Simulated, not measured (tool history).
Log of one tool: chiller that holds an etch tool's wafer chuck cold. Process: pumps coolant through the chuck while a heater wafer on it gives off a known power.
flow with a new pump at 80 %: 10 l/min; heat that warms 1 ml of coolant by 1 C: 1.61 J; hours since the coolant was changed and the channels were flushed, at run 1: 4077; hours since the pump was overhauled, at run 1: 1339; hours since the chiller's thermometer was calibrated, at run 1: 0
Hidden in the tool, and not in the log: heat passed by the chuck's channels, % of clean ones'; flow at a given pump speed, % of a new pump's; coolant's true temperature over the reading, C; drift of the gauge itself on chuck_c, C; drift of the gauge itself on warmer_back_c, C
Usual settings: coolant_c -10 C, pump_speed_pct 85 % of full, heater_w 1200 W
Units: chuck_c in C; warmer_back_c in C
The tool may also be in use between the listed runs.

run,hour,coolant_c,pump_speed_pct,heater_w,hours since the coolant was changed and the channels were flushed,hours since the pump was overhauled,hours since the chiller's thermometer was calibrated,chuck_c,warmer_back_c
1,0.0,-10,85,1200,4077,1339,0,-2.29,4.20
2,21.5,-10,85,1200,4099,1360,22,-2.44,4.16
3,53.7,-10,85,1200,4131,1392,54,-2.35,4.24
4,80.7,-10,85,895,4158,1419,81,-4.30,3.12
5,112.1,-10,85,895,4189,1451,112,-4.18,3.11
6,143.0,-10,85,895,4220,1482,143,-4.22,3.10
7,168.1,-10,85,895,4245,1507,168,-4.27,3.16
8,186.9,-10,85,895,4264,1525,187,-4.22,3.10
9,212.3,-18,91,937,4289,1551,212,-12.37,3.04
10,233.2,-2,87,1200,4310,1572,233,5.50,4.07
11,256.3,-19,66,1798,4333,1595,256,-4.20,8.24
12,287.5,-7,85,1200,4365,1626,288,0.66,4.21
13,318.3,-8,71,732,4395,1657,318,-2.45,3.12
14,339.1,-8,71,732,4416,1678,339,-2.46,3.12
15,358.6,-10,69,1200,4436,1697,359,-0.47,5.22
16,391.9,-8,69,758,4469,1730,392,-2.06,3.31

4 ways to go on from here, each from the tool as it stands after run 16. What would each give?
A,419.0,-8,92,758,4496,1758,419,?,?
B,419.0,-2,85,1200,4496,1758,419,?,?
C,419.0,-8,73,758,4496,1758,419,?,?
D,419.0,-8,69,635,4496,1758,419,?,?

run,chuck_c,warmer_back_c
A,-3.62,2.45
B,5.56,4.15
C,-2.34,3.12
D,-3.14,2.77
Without the tool's hidden state the same runs would have given:
run,chuck_c,warmer_back_c
A,-3.62,2.45
B,5.55,4.15
C,-2.35,3.11
D,-3.14,2.77

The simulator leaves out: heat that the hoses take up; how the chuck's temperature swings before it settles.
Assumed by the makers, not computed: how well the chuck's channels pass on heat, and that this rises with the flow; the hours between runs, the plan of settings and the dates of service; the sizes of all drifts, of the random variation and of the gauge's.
